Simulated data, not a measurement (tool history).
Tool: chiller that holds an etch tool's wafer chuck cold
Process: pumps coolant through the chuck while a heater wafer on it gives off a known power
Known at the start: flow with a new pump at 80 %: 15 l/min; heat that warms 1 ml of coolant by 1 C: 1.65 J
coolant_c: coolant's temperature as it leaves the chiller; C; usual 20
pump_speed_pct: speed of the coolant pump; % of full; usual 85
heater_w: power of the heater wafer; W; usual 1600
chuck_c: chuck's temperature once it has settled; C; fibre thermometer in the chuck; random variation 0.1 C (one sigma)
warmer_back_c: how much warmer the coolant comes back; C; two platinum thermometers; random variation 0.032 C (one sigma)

Run 1, day 0: usual settings. Result: chuck_c 40.3 C, warmer_back_c 3.82 C.
Run 2, day 5.454: usual settings but heater_w 1781 W. Result: chuck_c 42.5 C, warmer_back_c 4.25 C.
At day 12.388: coolant changed, channels flushed.
Run 3, day 14.342: usual settings but heater_w 1781 W. Result: chuck_c 40.8 C, warmer_back_c 4.21 C.
Run 4, day 21.596: usual settings. Result: chuck_c 38.3 C, warmer_back_c 3.8 C.
Run 5, day 29.479: usual settings. Result: chuck_c 38.5 C, warmer_back_c 3.89 C.
Run 6, day 33.379: usual settings. Result: chuck_c 38.6 C, warmer_back_c 3.89 C.
Run 7, day 41.971: usual settings. Result: chuck_c 38.6 C, warmer_back_c 3.9 C.
Run 8, day 46.558: usual settings. Result: chuck_c 38.6 C, warmer_back_c 3.83 C.
Run 9, day 55.112: usual settings. Result: chuck_c 38.6 C, warmer_back_c 3.92 C.
Run 10, day 59: usual settings but pump_speed_pct 95 % of full. Result: chuck_c 37.3 C, warmer_back_c 3.41 C.
Run 11, day 65.2: usual settings but pump_speed_pct 95 % of full. Result: chuck_c 37.4 C, warmer_back_c 3.45 C.
Run 12, day 71.35: usual settings but pump_speed_pct 95 % of full. Result: chuck_c 37.2 C, warmer_back_c 3.43 C.
Run 13, day 79.958: usual settings. Result: chuck_c 38.8 C, warmer_back_c 3.95 C.
Run 14, day 83.667: usual settings but pump_speed_pct 99 % of full. Result: chuck_c 36.7 C, warmer_back_c 3.35 C.
Run 15, day 90.138: usual settings but pump_speed_pct 99 % of full. Result: chuck_c 36.8 C, warmer_back_c 3.32 C.
Run 16, day 96.833: usual settings but heater_w 1921 W. Result: chuck_c 42.9 C, warmer_back_c 4.79 C.
Run 17, day 104.429: usual settings but heater_w 1921 W. Result: chuck_c 42.9 C, warmer_back_c 4.76 C.
Run 18, day 110.792: usual settings but pump_speed_pct 93 % of full, heater_w 2363 W. Result: chuck_c 46.5 C, warmer_back_c 5.26 C.
Run 19, day 114.617: usual settings but coolant_c 11 C, heater_w 1456 W. Result: chuck_c 28.4 C, warmer_back_c 3.58 C.

The next listed run, before its measurement:
Run 20, day 122.858: usual settings but coolant_c 11 C, pump_speed_pct 62 % of full, heater_w 1131 W. Result: chuck_c ?, warmer_back_c ?.

Run 20 gave chuck_c 28.1 C, warmer_back_c 4.06 C.
Without the tool's hidden state the same run would have given chuck_c 27 C, warmer_back_c 3.68 C.

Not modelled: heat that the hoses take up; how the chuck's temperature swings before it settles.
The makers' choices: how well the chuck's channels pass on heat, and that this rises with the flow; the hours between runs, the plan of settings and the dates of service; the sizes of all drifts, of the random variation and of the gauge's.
